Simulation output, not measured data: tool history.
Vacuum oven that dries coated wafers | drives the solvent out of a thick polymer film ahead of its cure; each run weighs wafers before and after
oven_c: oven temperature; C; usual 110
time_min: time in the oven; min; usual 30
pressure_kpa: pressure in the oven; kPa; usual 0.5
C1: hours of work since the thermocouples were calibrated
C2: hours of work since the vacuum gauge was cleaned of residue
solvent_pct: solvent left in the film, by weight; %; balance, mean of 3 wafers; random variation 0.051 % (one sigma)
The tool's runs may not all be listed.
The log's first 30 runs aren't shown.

Run 31, hour 373.9: usual settings but oven_c 112 C, time_min 43 min, pressure_kpa 1.656 kPa; C1 719; C2 408. Result: solvent_pct 0.48 %.
Run 32, hour 389: usual settings but oven_c 112 C, time_min 43 min, pressure_kpa 1.656 kPa; C1 728; C2 417. Result: solvent_pct 0.41 %.
Run 33, hour 405.5: usual settings but oven_c 112 C, time_min 43 min, pressure_kpa 1.656 kPa; C1 738; C2 427. Result: solvent_pct 0.36 %.
Run 34, hour 418.9: usual settings but oven_c 113 C, time_min 51 min, pressure_kpa 0.501 kPa; C1 746; C2 435. Result: solvent_pct 0.1 %.
Run 35, hour 426.2: usual settings but oven_c 113 C, time_min 51 min, pressure_kpa 0.501 kPa; C1 750; C2 440. Result: solvent_pct 0.17 %.
Run 36, hour 439.3: usual settings but pressure_kpa 1.439 kPa; C1 758; C2 448. Result: solvent_pct 1.15 %.
Run 37, hour 449.1: usual settings but time_min 23 min; C1 764; C2 454. Result: solvent_pct 1.88 %.
Run 38, hour 466.5: usual settings but time_min 27 min; C1 775; C2 464. Result: solvent_pct 1.39 %.
Run 39, hour 477.5: usual settings but oven_c 95 C, pressure_kpa 1.291 kPa; C1 782; C2 471. Result: solvent_pct 5.3 %.
Run 40, hour 491.2: usual settings but oven_c 113 C, time_min 35 min, pressure_kpa 0.72 kPa; C1 790; C2 479. Result: solvent_pct 0.41 %.
Run 41, hour 501.1: usual settings but oven_c 118 C, time_min 19 min, pressure_kpa 0.39 kPa; C1 796; C2 485. Result: solvent_pct 0.96 %.
Run 42, hour 513.5: usual settings but oven_c 98 C, time_min 53 min; C1 803; C2 493. Result: solvent_pct 1.29 %.
Run 43, hour 521.4: usual settings but oven_c 98 C, time_min 53 min, pressure_kpa 0.877 kPa; C1 808; C2 497. Result: solvent_pct 1.31 %.
Run 44, hour 530.7: usual settings but oven_c 121 C, time_min 21 min, pressure_kpa 0.374 kPa; C1 814; C2 503. Result: solvent_pct 0.5 %.
Run 45, hour 545.4: usual settings but oven_c 96 C; C1 823; C2 512. Result: solvent_pct 4.87 %.
Run 46, hour 554.3: usual settings but oven_c 105 C, time_min 36 min; C1 828; C2 517. Result: solvent_pct 1.23 %.
Run 47, hour 564.8: usual settings but oven_c 99 C, time_min 42 min, pressure_kpa 0.562 kPa; C1 835; C2 524. Result: solvent_pct 1.89 %.
Run 48, hour 575.9: usual settings but oven_c 103 C, time_min 17 min, pressure_kpa 0.599 kPa; C1 841; C2 530. Result: solvent_pct 5.93 %.

3 ways to go on from here, each from the tool as it stands after run 48. What would each give?
Run A, hour 584.8: usual settings but oven_c 103 C, time_min 37 min, pressure_kpa 1.652 kPa; C1 847; C2 536. Result: solvent_pct ?.
Run B, hour 584.8: usual settings but oven_c 100 C, time_min 17 min; C1 847; C2 536. Result: solvent_pct ?.
Run C, hour 584.8: usual settings but oven_c 103 C, time_min 17 min, pressure_kpa 1.033 kPa; C1 847; C2 536. Result: solvent_pct ?.

run  solvent_pct
  A         1.72
  B         6.95
  C          5.9
Without the tool's hidden state the same runs would have given:
run  solvent_pct
  A         1.69
  B          6.9
  C         5.85
